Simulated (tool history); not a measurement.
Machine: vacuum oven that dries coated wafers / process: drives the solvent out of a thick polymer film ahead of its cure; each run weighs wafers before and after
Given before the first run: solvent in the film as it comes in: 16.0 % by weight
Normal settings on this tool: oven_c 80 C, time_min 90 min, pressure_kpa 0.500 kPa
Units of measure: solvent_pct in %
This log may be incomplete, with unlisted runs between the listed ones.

run,day,oven_c,time_min,pressure_kpa,solvent_pct
1,0.000,80,90,0.500,1.07
2,0.300,82,90,0.500,0.80
3,0.942,80,54,0.500,2.59
4,1.438,80,54,0.500,2.56
5,1.788,80,54,0.500,2.66
6,2.283,80,104,0.500,0.77
7,2.754,80,48,0.500,3.13
8,3.104,80,48,0.500,3.07
9,3.688,80,142,0.500,0.52
10,4.100,80,142,0.500,0.45
11,4.496,80,142,0.802,0.58
12,5.083,74,90,0.500,2.15
13,5.504,74,90,1.071,2.68
14,6.000,74,90,1.071,2.58
15,6.475,87,90,0.500,0.39
16,6.942,87,90,0.500,0.42
17,7.404,87,90,0.500,0.44
18,7.812,87,72,0.500,0.66
19,8.267,87,117,0.500,0.20
20,8.825,87,117,0.500,0.22
21,9.233,87,117,0.500,0.31
22,9.796,79,117,0.500,0.80
23,10.358,67,55,0.336,6.35
24,10.646,67,55,0.336,6.37
25,11.067,67,55,0.336,6.34
26,11.412,72,90,1.267,3.27
27,12.000,80,90,0.731,1.21
28,12.600,80,90,0.626,1.21
29,13.150,80,90,0.626,1.17
30,13.712,80,56,0.500,2.55
# day 13.842: oven's thermocouples calibrated
31,14.333,83,71,1.328,1.62
32,14.738,67,142,1.298,3.12

Forecast run 33:
33,15.038,69,48,0.997,?

{"run 33": {"solvent_pct": 6.77}}
The same run, on a tool lacking any hidden state, would have yielded solvent_pct 6.34 %.

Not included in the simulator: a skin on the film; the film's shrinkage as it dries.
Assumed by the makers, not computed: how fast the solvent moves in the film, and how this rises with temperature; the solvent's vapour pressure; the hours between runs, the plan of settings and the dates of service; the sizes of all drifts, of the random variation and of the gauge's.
